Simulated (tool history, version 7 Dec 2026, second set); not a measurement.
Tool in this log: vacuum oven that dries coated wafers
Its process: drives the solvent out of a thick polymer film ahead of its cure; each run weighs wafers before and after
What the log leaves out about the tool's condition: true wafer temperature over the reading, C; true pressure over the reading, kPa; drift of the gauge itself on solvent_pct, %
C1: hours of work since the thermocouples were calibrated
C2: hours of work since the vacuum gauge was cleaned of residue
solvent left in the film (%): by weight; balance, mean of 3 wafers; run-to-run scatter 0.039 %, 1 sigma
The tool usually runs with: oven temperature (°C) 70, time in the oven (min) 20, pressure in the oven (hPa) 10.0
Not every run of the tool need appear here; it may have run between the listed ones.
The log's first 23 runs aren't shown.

{"run": 24, "hour": 1852.8, "oven temperature (°C)": 70, "time in the oven (min)": 20, "pressure in the oven (hPa)": 10.0, "C1": 1062, "C2": 1694, "solvent left in the film (%)": 2.7}
{"run": 25, "hour": 1917.2, "oven temperature (°C)": 70, "time in the oven (min)": 20, "pressure in the oven (hPa)": 18.3, "C1": 1108, "C2": 1739, "solvent left in the film (%)": 3.02}
{"run": 26, "hour": 2003.9, "oven temperature (°C)": 70, "time in the oven (min)": 20, "pressure in the oven (hPa)": 18.3, "C1": 1168, "C2": 1799, "solvent left in the film (%)": 3.0}
{"run": 27, "hour": 2087.7, "oven temperature (°C)": 76, "time in the oven (min)": 12, "pressure in the oven (hPa)": 22.8, "C1": 1227, "C2": 1858, "solvent left in the film (%)": 3.19}
{"run": 28, "hour": 2146.1, "oven temperature (°C)": 76, "time in the oven (min)": 12, "pressure in the oven (hPa)": 39.1, "C1": 1268, "C2": 1899, "solvent left in the film (%)": 3.62}
{"run": 29, "hour": 2244.4, "oven temperature (°C)": 70, "time in the oven (min)": 16, "pressure in the oven (hPa)": 10.9, "C1": 1336, "C2": 1968, "solvent left in the film (%)": 3.79}
{"run": 30, "hour": 2313.2, "oven temperature (°C)": 72, "time in the oven (min)": 12, "pressure in the oven (hPa)": 6.2, "C1": 1385, "C2": 2016, "solvent left in the film (%)": 4.32}
{"run": 31, "hour": 2378.0, "oven temperature (°C)": 83, "time in the oven (min)": 13, "pressure in the oven (hPa)": 5.4, "C1": 1430, "C2": 2061, "solvent left in the film (%)": 0.62}
{"run": 32, "hour": 2431.8, "oven temperature (°C)": 63, "time in the oven (min)": 11, "pressure in the oven (hPa)": 5.1, "C1": 1468, "C2": 2099, "solvent left in the film (%)": 9.07}
{"run": 33, "hour": 2501.5, "oven temperature (°C)": 63, "time in the oven (min)": 11, "pressure in the oven (hPa)": 5.1, "C1": 1516, "C2": 2147, "solvent left in the film (%)": 9.04}
{"run": 34, "hour": 2579.0, "oven temperature (°C)": 82, "time in the oven (min)": 13, "pressure in the oven (hPa)": 21.0, "C1": 1571, "C2": 2202, "solvent left in the film (%)": 1.19}
{"run": 35, "hour": 2643.6, "oven temperature (°C)": 70, "time in the oven (min)": 19, "pressure in the oven (hPa)": 9.3, "C1": 1616, "C2": 2247, "solvent left in the film (%)": 2.88}
{"hour": 2669.8, "done": "oven's thermocouples calibrated"}
{"run": 36, "hour": 2725.4, "oven temperature (°C)": 70, "time in the oven (min)": 26, "pressure in the oven (hPa)": 32.4, "C1": 39, "C2": 2303, "solvent left in the film (%)": 2.55}
{"run": 37, "hour": 2791.3, "oven temperature (°C)": 70, "time in the oven (min)": 20, "pressure in the oven (hPa)": 12.9, "C1": 85, "C2": 2349, "solvent left in the film (%)": 2.71}
{"run": 38, "hour": 2880.5, "oven temperature (°C)": 70, "time in the oven (min)": 10, "pressure in the oven (hPa)": 29.4, "C1": 147, "C2": 2411, "solvent left in the film (%)": 6.96}
{"run": 39, "hour": 2976.3, "oven temperature (°C)": 70, "time in the oven (min)": 10, "pressure in the oven (hPa)": 29.4, "C1": 214, "C2": 2478, "solvent left in the film (%)": 7.09}
{"run": 40, "hour": 3079.0, "oven temperature (°C)": 79, "time in the oven (min)": 10, "pressure in the oven (hPa)": 22.1, "C1": 286, "C2": 2550, "solvent left in the film (%)": 2.86}
{"run": 41, "hour": 3177.9, "oven temperature (°C)": 74, "time in the oven (min)": 20, "pressure in the oven (hPa)": 10.0, "C1": 355, "C2": 2619, "solvent left in the film (%)": 1.4}
{"hour": 3211.2, "done": "vacuum gauge cleaned of residue and calibrated"}
{"run": 42, "hour": 3275.8, "oven temperature (°C)": 70, "time in the oven (min)": 31, "pressure in the oven (hPa)": 10.0, "C1": 423, "C2": 45, "solvent left in the film (%)": 1.09}
{"run": 43, "hour": 3379.6, "oven temperature (°C)": 78, "time in the oven (min)": 20, "pressure in the oven (hPa)": 10.3, "C1": 496, "C2": 118, "solvent left in the film (%)": 0.75}
{"run": 44, "hour": 3481.0, "oven temperature (°C)": 60, "time in the oven (min)": 19, "pressure in the oven (hPa)": 10.3, "C1": 567, "C2": 189, "solvent left in the film (%)": 7.79}
{"run": 45, "hour": 3555.7, "oven temperature (°C)": 60, "time in the oven (min)": 19, "pressure in the oven (hPa)": 10.3, "C1": 619, "C2": 241, "solvent left in the film (%)": 7.65}

Forecast each of these 4 alternatives for the next run:
{"run": "A", "hour": 3659.5, "oven temperature (°C)": 63, "time in the oven (min)": 19, "pressure in the oven (hPa)": 27.1, "C1": 691, "C2": 314, "solvent left in the film (%)": "?"}
{"run": "B", "hour": 3659.5, "oven temperature (°C)": 63, "time in the oven (min)": 24, "pressure in the oven (hPa)": 10.3, "C1": 691, "C2": 314, "solvent left in the film (%)": "?"}
{"run": "C", "hour": 3659.5, "oven temperature (°C)": 60, "time in the oven (min)": 16, "pressure in the oven (hPa)": 10.3, "C1": 691, "C2": 314, "solvent left in the film (%)": "?"}
{"run": "D", "hour": 3659.5, "oven temperature (°C)": 60, "time in the oven (min)": 25, "pressure in the oven (hPa)": 6.5, "C1": 691, "C2": 314, "solvent left in the film (%)": "?"}

run=A solvent_left_in_the_film_(%)=6.86
run=B solvent_left_in_the_film_(%)=4.80
run=C solvent_left_in_the_film_(%)=8.74
run=D solvent_left_in_the_film_(%)=5.90
Had the tool no hidden state, the same runs would have come out as:
run=A solvent_left_in_the_film_(%)=6.86
run=B solvent_left_in_the_film_(%)=4.80
run=C solvent_left_in_the_film_(%)=8.75
run=D solvent_left_in_the_film_(%)=5.91

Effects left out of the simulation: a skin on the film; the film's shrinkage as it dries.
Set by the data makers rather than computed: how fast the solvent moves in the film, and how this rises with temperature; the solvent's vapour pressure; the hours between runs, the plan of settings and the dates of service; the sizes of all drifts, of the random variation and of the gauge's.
